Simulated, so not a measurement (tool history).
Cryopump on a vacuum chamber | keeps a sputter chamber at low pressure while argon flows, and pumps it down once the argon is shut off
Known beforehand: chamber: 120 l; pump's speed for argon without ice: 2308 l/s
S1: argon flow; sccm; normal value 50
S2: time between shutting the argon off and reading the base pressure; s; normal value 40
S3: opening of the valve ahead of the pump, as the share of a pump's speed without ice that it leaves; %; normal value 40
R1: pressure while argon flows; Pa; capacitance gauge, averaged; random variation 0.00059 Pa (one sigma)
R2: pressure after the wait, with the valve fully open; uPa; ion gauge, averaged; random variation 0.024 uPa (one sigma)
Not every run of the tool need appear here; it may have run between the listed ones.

Run 1, hour 0: usual settings. Result: R1 0.0977 Pa, R2 2.23 uPa.
Run 2, hour 26.4: usual settings. Result: R1 0.0976 Pa, R2 2.21 uPa.
Run 3, hour 38: usual settings. Result: R1 0.0977 Pa, R2 2.25 uPa.
Run 4, hour 63.1: usual settings. Result: R1 0.0992 Pa, R2 2.19 uPa.
Run 5, hour 74.7: usual settings. Result: R1 0.098 Pa, R2 2.24 uPa.
Run 6, hour 91.4: usual settings but S1 29 sccm. Result: R1 0.057 Pa, R2 2.25 uPa.
Run 7, hour 118.2: usual settings but S1 29 sccm. Result: R1 0.0573 Pa, R2 2.31 uPa.
Run 8, hour 138.5: usual settings but S1 29 sccm. Result: R1 0.0573 Pa, R2 2.33 uPa.
Run 9, hour 150.7: usual settings but S1 29 sccm. Result: R1 0.0573 Pa, R2 2.27 uPa.
Run 10, hour 167: usual settings but S3 20 %. Result: R1 0.1897 Pa, R2 2.35 uPa.
Run 11, hour 180.8: usual settings but S3 20 %. Result: R1 0.1912 Pa, R2 2.37 uPa.
Run 12, hour 205.1: usual settings but S3 20 %. Result: R1 0.1919 Pa, R2 2.43 uPa.
Run 13, hour 220.8: usual settings. Result: R1 0.101 Pa, R2 2.49 uPa.
Run 14, hour 248.3: usual settings but S2 58 s. Result: R1 0.101 Pa, R2 2.31 uPa.
Run 15, hour 266.3: usual settings but S2 29 s. Result: R1 0.101 Pa, R2 2.77 uPa.
At hour 276.6: leaking fittings of the chamber tightened, without venting.
Run 16, hour 289: usual settings but S1 35 sccm, S2 25 s, S3 36 %. Result: R1 0.0773 Pa, R2 1.34 uPa.
Run 17, hour 300.8: usual settings but S1 35 sccm, S2 25 s, S3 36 %. Result: R1 0.077 Pa, R2 1.38 uPa.

Estimate the outcome of run 18 from the log above:
Run 18, hour 315.5: usual settings but S1 47 sccm, S2 29 s, S3 16 %. Result: R1 ?, R2 ?.

{"run 18": {"R1": 0.2251, "R2": 1.17}}
Minus the tool's unlogged condition, the same run would have read R1 0.2156 Pa, R2 1.1 uPa.
